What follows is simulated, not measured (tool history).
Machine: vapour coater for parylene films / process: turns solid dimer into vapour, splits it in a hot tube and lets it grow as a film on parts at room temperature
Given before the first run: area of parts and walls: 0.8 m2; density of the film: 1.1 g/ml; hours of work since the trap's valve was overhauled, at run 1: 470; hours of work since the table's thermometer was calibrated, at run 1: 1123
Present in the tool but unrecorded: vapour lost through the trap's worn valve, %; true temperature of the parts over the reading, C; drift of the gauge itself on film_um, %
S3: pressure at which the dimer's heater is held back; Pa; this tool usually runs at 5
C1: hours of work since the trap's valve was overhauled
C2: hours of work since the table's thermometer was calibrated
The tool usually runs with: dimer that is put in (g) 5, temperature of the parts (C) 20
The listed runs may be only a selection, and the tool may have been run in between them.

{"run": 1, "day": 0.0, "dimer that is put in (g)": 5, "temperature of the parts (C)": 20, "S3": 5, "C1": 470, "C2": 1123, "thickness of the film (nm)": 3220}
{"run": 2, "day": 1.317, "dimer that is put in (g)": 5, "temperature of the parts (C)": 19, "S3": 5, "C1": 496, "C2": 1150, "thickness of the film (nm)": 3310}
{"run": 3, "day": 2.438, "dimer that is put in (g)": 5, "temperature of the parts (C)": 19, "S3": 5, "C1": 519, "C2": 1172, "thickness of the film (nm)": 3300}
{"run": 4, "day": 3.829, "dimer that is put in (g)": 5, "temperature of the parts (C)": 19, "S3": 5, "C1": 547, "C2": 1200, "thickness of the film (nm)": 3270}
{"run": 5, "day": 4.829, "dimer that is put in (g)": 5, "temperature of the parts (C)": 20, "S3": 5, "C1": 567, "C2": 1221, "thickness of the film (nm)": 3120}
{"run": 6, "day": 6.167, "dimer that is put in (g)": 5, "temperature of the parts (C)": 20, "S3": 5, "C1": 594, "C2": 1248, "thickness of the film (nm)": 3140}
{"run": 7, "day": 7.517, "dimer that is put in (g)": 5, "temperature of the parts (C)": 20, "S3": 5, "C1": 622, "C2": 1275, "thickness of the film (nm)": 3120}
{"run": 8, "day": 8.771, "dimer that is put in (g)": 5, "temperature of the parts (C)": 20, "S3": 5, "C1": 647, "C2": 1300, "thickness of the film (nm)": 3090}
{"run": 9, "day": 9.746, "dimer that is put in (g)": 5, "temperature of the parts (C)": 20, "S3": 5, "C1": 667, "C2": 1320, "thickness of the film (nm)": 3060}
{"day": 10.704, "done": "trap's valve overhauled"}
{"run": 10, "day": 11.096, "dimer that is put in (g)": 5, "temperature of the parts (C)": 20, "S3": 5, "C1": 8, "C2": 1344, "thickness of the film (nm)": 3480}
{"run": 11, "day": 12.092, "dimer that is put in (g)": 5, "temperature of the parts (C)": 20, "S3": 5, "C1": 28, "C2": 1364, "thickness of the film (nm)": 3520}
{"run": 12, "day": 12.792, "dimer that is put in (g)": 5, "temperature of the parts (C)": 20, "S3": 5, "C1": 42, "C2": 1378, "thickness of the film (nm)": 3520}
{"run": 13, "day": 14.121, "dimer that is put in (g)": 5, "temperature of the parts (C)": 20, "S3": 5, "C1": 69, "C2": 1405, "thickness of the film (nm)": 3510}
{"run": 14, "day": 15.471, "dimer that is put in (g)": 5, "temperature of the parts (C)": 20, "S3": 5, "C1": 96, "C2": 1432, "thickness of the film (nm)": 3450}
{"run": 15, "day": 16.8, "dimer that is put in (g)": 5, "temperature of the parts (C)": 20, "S3": 5, "C1": 123, "C2": 1459, "thickness of the film (nm)": 3460}
{"run": 16, "day": 18.046, "dimer that is put in (g)": 4, "temperature of the parts (C)": 23, "S3": 8.53, "C1": 148, "C2": 1484, "thickness of the film (nm)": 2240}
{"run": 17, "day": 19.258, "dimer that is put in (g)": 5, "temperature of the parts (C)": 23, "S3": 3.8, "C1": 173, "C2": 1509, "thickness of the film (nm)": 3340}
{"run": 18, "day": 20.312, "dimer that is put in (g)": 5, "temperature of the parts (C)": 22, "S3": 3.8, "C1": 194, "C2": 1530, "thickness of the film (nm)": 3420}
{"run": 19, "day": 21.412, "dimer that is put in (g)": 3, "temperature of the parts (C)": 20, "S3": 5.32, "C1": 216, "C2": 1553, "thickness of the film (nm)": 2010}
{"run": 20, "day": 22.429, "dimer that is put in (g)": 2, "temperature of the parts (C)": 12, "S3": 5, "C1": 237, "C2": 1573, "thickness of the film (nm)": 1710}
{"run": 21, "day": 23.171, "dimer that is put in (g)": 2, "temperature of the parts (C)": 12, "S3": 5, "C1": 252, "C2": 1588, "thickness of the film (nm)": 1710}
{"run": 22, "day": 23.975, "dimer that is put in (g)": 5, "temperature of the parts (C)": 15, "S3": 11.94, "C1": 268, "C2": 1604, "thickness of the film (nm)": 3220}
{"run": 23, "day": 24.754, "dimer that is put in (g)": 5, "temperature of the parts (C)": 21, "S3": 5, "C1": 284, "C2": 1620, "thickness of the film (nm)": 3250}
{"run": 24, "day": 25.8, "dimer that is put in (g)": 9, "temperature of the parts (C)": 20, "S3": 3.14, "C1": 305, "C2": 1641, "thickness of the film (nm)": 6590}
{"run": 25, "day": 26.842, "dimer that is put in (g)": 7, "temperature of the parts (C)": 28, "S3": 2.1, "C1": 326, "C2": 1662, "thickness of the film (nm)": 4390}
{"run": 26, "day": 27.8, "dimer that is put in (g)": 7, "temperature of the parts (C)": 28, "S3": 2.1, "C1": 346, "C2": 1682, "thickness of the film (nm)": 4360}
{"run": 27, "day": 28.717, "dimer that is put in (g)": 5, "temperature of the parts (C)": 13, "S3": 3.38, "C1": 364, "C2": 1700, "thickness of the film (nm)": 4330}
{"run": 28, "day": 30.062, "dimer that is put in (g)": 5, "temperature of the parts (C)": 23, "S3": 11.37, "C1": 391, "C2": 1727, "thickness of the film (nm)": 2550}
{"run": 29, "day": 30.917, "dimer that is put in (g)": 2, "temperature of the parts (C)": 20, "S3": 5, "C1": 409, "C2": 1745, "thickness of the film (nm)": 1310}

Some steps in thickness of the film (nm), run to run, broken into two amounts with sign: the step expected even without the hidden condition (settings, incoming material, random variation), and the rest, left for the hidden condition together with whatever gauge scatter is not in both the measured and the hidden-condition-free result:
Run 9 -> 10: trap's valve overhauled. thickness of the film (nm) +420: hidden state +420, all else +0.
Run 23 -> 24: dimer that is put in (g) 5 -> 9, temperature of the parts (C) 21 -> 20, S3 5 -> 3.14. thickness of the film (nm) +3340: hidden state -200, all else +3540.
Run 24 -> 25: dimer that is put in (g) 9 -> 7, temperature of the parts (C) 20 -> 28, S3 3.14 -> 2.1. thickness of the film (nm) -2200: hidden state +100, all else -2300.
